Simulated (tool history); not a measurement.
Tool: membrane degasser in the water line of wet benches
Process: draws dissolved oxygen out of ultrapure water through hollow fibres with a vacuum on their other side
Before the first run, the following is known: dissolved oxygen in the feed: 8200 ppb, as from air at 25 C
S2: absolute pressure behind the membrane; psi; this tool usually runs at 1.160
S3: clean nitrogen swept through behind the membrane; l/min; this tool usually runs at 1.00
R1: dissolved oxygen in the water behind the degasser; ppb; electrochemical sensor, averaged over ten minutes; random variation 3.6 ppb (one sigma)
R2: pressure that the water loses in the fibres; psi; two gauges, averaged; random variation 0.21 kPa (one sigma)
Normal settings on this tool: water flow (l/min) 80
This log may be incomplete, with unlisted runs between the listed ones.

run 1 day=0.000 | water_flow_(l/min)=80 S2=1.160 S3=1.00 | R1=633.3 R2=7.139
run 2 day=1.512 | water_flow_(l/min)=51 S2=1.160 S3=1.00 | R1=466.7 R2=4.603
run 3 day=3.096 | water_flow_(l/min)=51 S2=1.160 S3=1.00 | R1=459.8 R2=4.541
run 4 day=4.700 | water_flow_(l/min)=51 S2=1.160 S3=1.00 | R1=459.7 R2=4.556
run 5 day=7.108 | water_flow_(l/min)=80 S2=1.160 S3=1.00 | R1=636.3 R2=7.162
run 6 day=9.450 | water_flow_(l/min)=80 S2=1.160 S3=1.00 | R1=636.5 R2=7.213
run 7 day=11.142 | water_flow_(l/min)=80 S2=1.160 S3=1.00 | R1=639.0 R2=7.159
run 8 day=13.088 | water_flow_(l/min)=80 S2=1.160 S3=1.00 | R1=641.7 R2=7.136
run 9 day=15.400 | water_flow_(l/min)=80 S2=1.160 S3=1.00 | R1=640.8 R2=7.201
run 10 day=16.650 | water_flow_(l/min)=80 S2=1.160 S3=1.00 | R1=641.4 R2=7.181
run 11 day=19.167 | water_flow_(l/min)=62 S2=1.160 S3=1.00 | R1=538.5 R2=5.585
run 12 day=22.038 | water_flow_(l/min)=62 S2=1.160 S3=0.78 | R1=626.9 R2=5.578
run 13 day=23.854 | water_flow_(l/min)=62 S2=1.160 S3=0.78 | R1=642.2 R2=5.569
run 14 day=25.958 | water_flow_(l/min)=62 S2=1.160 S3=0.78 | R1=625.2 R2=5.593
run 15 day=28.338 | water_flow_(l/min)=62 S2=1.160 S3=0.78 | R1=633.3 R2=5.583
-- day=28.533 vacuum gauge calibrated
run 16 day=29.808 | water_flow_(l/min)=80 S2=1.160 S3=1.00 | R1=648.1 R2=7.168
run 17 day=31.079 | water_flow_(l/min)=50 S2=1.160 S3=1.00 | R1=464.0 R2=4.498
run 18 day=32.346 | water_flow_(l/min)=71 S2=1.175 S3=1.11 | R1=561.0 R2=6.356
run 19 day=33.725 | water_flow_(l/min)=109 S2=1.577 S3=1.00 | R1=1181.3 R2=9.802
run 20 day=35.250 | water_flow_(l/min)=57 S2=0.920 S3=0.43 | R1=590.8 R2=5.120
-- day=36.242 vacuum gauge calibrated, once more
run 21 day=37.512 | water_flow_(l/min)=58 S2=2.511 S3=0.43 | R1=2157.1 R2=5.178
run 22 day=39.229 | water_flow_(l/min)=67 S2=1.939 S3=0.98 | R1=1109.3 R2=6.031
run 23 day=40.729 | water_flow_(l/min)=79 S2=1.536 S3=0.69 | R1=1111.2 R2=7.071
run 24 day=42.675 | water_flow_(l/min)=79 S2=1.536 S3=0.69 | R1=1131.2 R2=7.121
run 25 day=44.492 | water_flow_(l/min)=79 S2=1.536 S3=0.69 | R1=1119.8 R2=7.088
run 26 day=46.846 | water_flow_(l/min)=75 S2=1.954 S3=0.74 | R1=1408.7 R2=6.781
run 27 day=48.392 | water_flow_(l/min)=75 S2=1.954 S3=0.74 | R1=1396.2 R2=6.743
run 28 day=50.838 | water_flow_(l/min)=107 S2=2.395 S3=1.81 | R1=1289.2 R2=9.645
run 29 day=53.604 | water_flow_(l/min)=107 S2=2.395 S3=1.81 | R1=1276.0 R2=9.652
run 30 day=55.817 | water_flow_(l/min)=76 S2=2.116 S3=0.42 | R1=2071.8 R2=6.785
run 31 day=57.308 | water_flow_(l/min)=75 S2=2.023 S3=2.06 | R1=736.3 R2=6.772

Each row is a separate what-if for the run after 31, all from the same tool condition, not one after another. Results?
run A day=59.150 | water_flow_(l/min)=61 S2=2.342 S3=2.03 | R1=? R2=?
run B day=59.150 | water_flow_(l/min)=113 S2=0.947 S3=1.57 | R1=? R2=?
run C day=59.150 | water_flow_(l/min)=80 S2=1.257 S3=1.00 | R1=? R2=?
run D day=59.150 | water_flow_(l/min)=114 S2=1.160 S3=1.74 | R1=? R2=?
run E day=59.150 | water_flow_(l/min)=80 S2=2.118 S3=0.50 | R1=? R2=?

run=A R1=750.3 R2=5.532
run=B R1=426.6 R2=10.106
run=C R1=687.5 R2=7.242
run=D R1=555.9 R2=10.260
run=E R1=1956.2 R2=7.184
Had the tool no hidden state, the same runs would have come out as:
run=A R1=752.7 R2=5.498
run=B R1=431.2 R2=10.044
run=C R1=693.3 R2=7.198
run=D R1=559.9 R2=10.196
run=E R1=1964.6 R2=7.139

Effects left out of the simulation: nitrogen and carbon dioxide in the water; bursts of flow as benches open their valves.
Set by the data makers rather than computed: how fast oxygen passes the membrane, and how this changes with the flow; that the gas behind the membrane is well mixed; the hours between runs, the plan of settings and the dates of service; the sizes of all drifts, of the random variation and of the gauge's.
